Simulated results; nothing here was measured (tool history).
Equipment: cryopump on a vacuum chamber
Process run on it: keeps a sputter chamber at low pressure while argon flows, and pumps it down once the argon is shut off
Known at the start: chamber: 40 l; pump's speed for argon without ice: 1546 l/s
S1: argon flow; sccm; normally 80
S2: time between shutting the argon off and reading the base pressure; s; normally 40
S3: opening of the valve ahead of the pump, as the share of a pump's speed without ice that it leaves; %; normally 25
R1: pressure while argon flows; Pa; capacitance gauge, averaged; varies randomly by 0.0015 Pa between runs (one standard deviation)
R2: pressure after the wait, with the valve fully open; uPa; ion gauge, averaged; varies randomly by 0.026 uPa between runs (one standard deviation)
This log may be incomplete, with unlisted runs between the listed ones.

run	hour	S1	S2	S3	R1	R2
1	0.0	80	40	25	0.3569	1.82
2	53.0	39	40	25	0.1737	1.90
3	103.4	80	40	25	0.3628	1.90
4	134.5	80	40	25	0.3602	1.94
5	162.6	80	40	25	0.3632	2.01
6	211.9	80	40	25	0.3629	2.00
7	242.5	80	40	45	0.2085	2.00
8	271.1	80	40	45	0.2080	2.02
9	329.1	80	40	45	0.2117	2.06
10	363.4	80	40	25	0.3637	2.12
11	407.7	80	30	25	0.3677	2.45
12	440.9	80	30	25	0.3659	2.49
13	478.8	58	41	25	0.2674	2.19
14	506.6	43	212	42	0.1213	1.57
15	545.7	45	123	34	0.1566	1.72
16	573.9	45	123	34	0.1574	1.77
17	625.2	55	55	47	0.1437	2.04
18	685.2	80	40	47	0.2120	2.46
19	737.4	80	82	25	0.3747	2.11
20	775.4	80	82	25	0.3804	2.08
21	809.6	80	82	25	0.3798	2.13
22	843.2	85	64	25	0.4047	2.36
23	871.5	91	137	16	0.6527	2.10
24	932.4	91	71	16	0.6578	2.31

Alternative continuations, all from the tool just after run 24; predict every row:
A	978.7	129	93	32	?	?
B	978.7	85	22	46	?	?
C	978.7	80	40	22	?	?

run	R1	R2
A	0.4969	2.25
B	0.2377	3.45
C	0.4334	2.87
Had the tool no hidden state, the same runs would have come out as:
run	R1	R2
A	0.4423	0.55
B	0.2020	1.77
C	0.3995	1.12

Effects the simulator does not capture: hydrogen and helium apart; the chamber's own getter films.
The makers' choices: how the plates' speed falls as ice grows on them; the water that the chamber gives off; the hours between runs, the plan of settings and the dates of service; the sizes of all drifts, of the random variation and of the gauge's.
